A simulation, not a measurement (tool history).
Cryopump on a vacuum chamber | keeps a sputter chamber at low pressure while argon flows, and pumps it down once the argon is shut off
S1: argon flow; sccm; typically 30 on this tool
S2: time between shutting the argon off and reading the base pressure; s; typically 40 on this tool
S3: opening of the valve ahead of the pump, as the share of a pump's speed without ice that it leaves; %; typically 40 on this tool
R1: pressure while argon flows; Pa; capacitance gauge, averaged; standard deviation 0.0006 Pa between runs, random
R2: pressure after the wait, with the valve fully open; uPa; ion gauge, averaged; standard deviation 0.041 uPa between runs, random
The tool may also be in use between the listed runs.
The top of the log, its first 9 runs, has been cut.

run	hour	S1	S2	S3	R1	R2
10	254.3	19	40	40	0.0541	2.84
11	289.5	19	40	40	0.0546	2.68
12	308.7	30	40	40	0.0858	2.77
13	338.4	30	40	40	0.0867	2.7
14	372.2	30	40	40	0.0864	2.71
15	404.4	30	40	40	0.0864	2.8
16	436.2	30	40	40	0.0856	2.77
17	468.1	30	40	40	0.0867	2.69
18	495.3	49	40	17	0.3235	2.8
19	522.3	30	40	27	0.1245	2.83
20	539.3	30	40	27	0.1275	2.73
21	559.8	30	40	27	0.1253	2.74
22	594	32	292	44	0.0844	0.92
23	624.6	32	292	44	0.0847	0.93
24	641.4	30	126	40	0.0861	1.3
25	658.8	30	176	46	0.0768	1.11
26	676.7	33	44	18	0.2058	2.58
27	704.3	33	44	18	0.2061	2.64
28	736.5	17	24	21	0.0905	4.25
29	752.9	17	24	21	0.0921	4.28
30	774.5	17	24	26	0.0753	4.25
31	793	17	24	26	0.074	4.28
32	814.1	17	24	26	0.0738	4.37
33	837.3	16	62	33	0.056	2.1
34	854.3	29	62	33	0.1017	1.98

Here are 3 independent what-if runs from the current tool condition. What would each one return?
A	873.8	30	55	40	?	?
B	873.8	15	63	33	?	?
C	873.8	29	62	27	?	?

run	R1	R2
A	0.0866	2.21
B	0.0522	2
C	0.1223	2.07
Stripped of hidden state, with their random variation kept, the same runs would have yielded:
run	R1	R2
A	0.0822	1.77
B	0.05	1.56
C	0.1181	1.63

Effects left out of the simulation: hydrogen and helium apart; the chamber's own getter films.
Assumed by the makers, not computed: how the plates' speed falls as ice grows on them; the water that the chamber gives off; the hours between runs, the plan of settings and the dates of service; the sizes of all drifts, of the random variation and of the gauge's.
